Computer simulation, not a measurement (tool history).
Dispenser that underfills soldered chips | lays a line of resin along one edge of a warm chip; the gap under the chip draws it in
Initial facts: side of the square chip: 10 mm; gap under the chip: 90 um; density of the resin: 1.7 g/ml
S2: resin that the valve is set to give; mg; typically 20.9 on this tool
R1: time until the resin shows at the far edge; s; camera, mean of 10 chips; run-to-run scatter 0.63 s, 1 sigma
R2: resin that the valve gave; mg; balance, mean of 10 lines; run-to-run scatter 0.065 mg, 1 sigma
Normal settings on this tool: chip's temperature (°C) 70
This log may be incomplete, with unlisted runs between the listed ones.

{"run": 1, "hour": 0.0, "chip's temperature (°C)": 70, "S2": 20.9, "R1": 68.1, "R2": 20.59}
{"hour": 7.9, "done": "new syringe of resin"}
{"run": 2, "hour": 8.4, "chip's temperature (°C)": 70, "S2": 20.9, "R1": 58.3, "R2": 20.46}
{"run": 3, "hour": 16.2, "chip's temperature (°C)": 66, "S2": 20.9, "R1": 101.5, "R2": 20.39}
{"hour": 19.5, "done": "new syringe of resin"}
{"run": 4, "hour": 23.0, "chip's temperature (°C)": 66, "S2": 20.9, "R1": 81.6, "R2": 20.3}
{"hour": 26.4, "done": "dispensing valve cleaned and set on the balance"}
{"run": 5, "hour": 30.7, "chip's temperature (°C)": 60, "S2": 20.9, "R1": 145.1, "R2": 20.89}
{"hour": 32.4, "done": "new syringe of resin"}
{"run": 6, "hour": 36.6, "chip's temperature (°C)": 70, "S2": 20.9, "R1": 70.4, "R2": 20.81}
{"run": 7, "hour": 40.5, "chip's temperature (°C)": 70, "S2": 20.9, "R1": 84.5, "R2": 20.85}
{"hour": 43.8, "done": "new syringe of resin"}
{"run": 8, "hour": 49.5, "chip's temperature (°C)": 70, "S2": 20.9, "R1": 75.5, "R2": 20.79}
{"hour": 55.1, "done": "new syringe of resin"}
{"run": 9, "hour": 56.9, "chip's temperature (°C)": 70, "S2": 20.9, "R1": 61.9, "R2": 20.7}
{"run": 10, "hour": 61.2, "chip's temperature (°C)": 70, "S2": 19.0, "R1": 79.1, "R2": 18.75}
{"hour": 66.5, "done": "new syringe of resin"}
{"run": 11, "hour": 66.5, "chip's temperature (°C)": 70, "S2": 26.4, "R1": 56.1, "R2": 25.89}
{"run": 12, "hour": 73.4, "chip's temperature (°C)": 70, "S2": 20.6, "R1": 82.2, "R2": 20.28}
{"hour": 78.1, "done": "new syringe of resin"}
{"run": 13, "hour": 82.0, "chip's temperature (°C)": 70, "S2": 20.6, "R1": 68.4, "R2": 20.15}
{"hour": 89.4, "done": "new syringe of resin"}
{"run": 14, "hour": 89.4, "chip's temperature (°C)": 61, "S2": 20.9, "R1": 86.3, "R2": 20.42}
{"run": 15, "hour": 93.6, "chip's temperature (°C)": 66, "S2": 20.9, "R1": 83.6, "R2": 20.3}
{"hour": 98.3, "done": "dispensing valve cleaned and set on the balance"}
{"run": 16, "hour": 98.8, "chip's temperature (°C)": 81, "S2": 22.6, "R1": 53.3, "R2": 22.68}
{"hour": 102.0, "done": "new syringe of resin"}
{"run": 17, "hour": 104.2, "chip's temperature (°C)": 56, "S2": 19.7, "R1": 120.2, "R2": 19.59}
{"run": 18, "hour": 108.4, "chip's temperature (°C)": 56, "S2": 19.7, "R1": 146.0, "R2": 19.73}
{"hour": 113.3, "done": "new syringe of resin"}
{"run": 19, "hour": 115.9, "chip's temperature (°C)": 74, "S2": 22.4, "R1": 53.5, "R2": 22.21}
{"run": 20, "hour": 120.4, "chip's temperature (°C)": 65, "S2": 19.0, "R1": 101.0, "R2": 18.84}
{"hour": 124.9, "done": "new syringe of resin"}
{"run": 21, "hour": 127.2, "chip's temperature (°C)": 64, "S2": 18.5, "R1": 87.1, "R2": 18.37}
{"run": 22, "hour": 132.8, "chip's temperature (°C)": 63, "S2": 18.5, "R1": 120.4, "R2": 18.29}
{"hour": 136.1, "done": "new syringe of resin"}
{"run": 23, "hour": 138.7, "chip's temperature (°C)": 71, "S2": 24.8, "R1": 60.6, "R2": 24.5}

Run 24 comes next. What will it give?
{"run": 24, "hour": 145.8, "chip's temperature (°C)": 66, "S2": 23.1, "R1": "?", "R2": "?"}

R1: 105.2 s
R2: 22.68 mg
If the tool had no hidden condition, the same run with the same run-to-run variation would have returned R1 64.8 s, R2 23.12 mg.
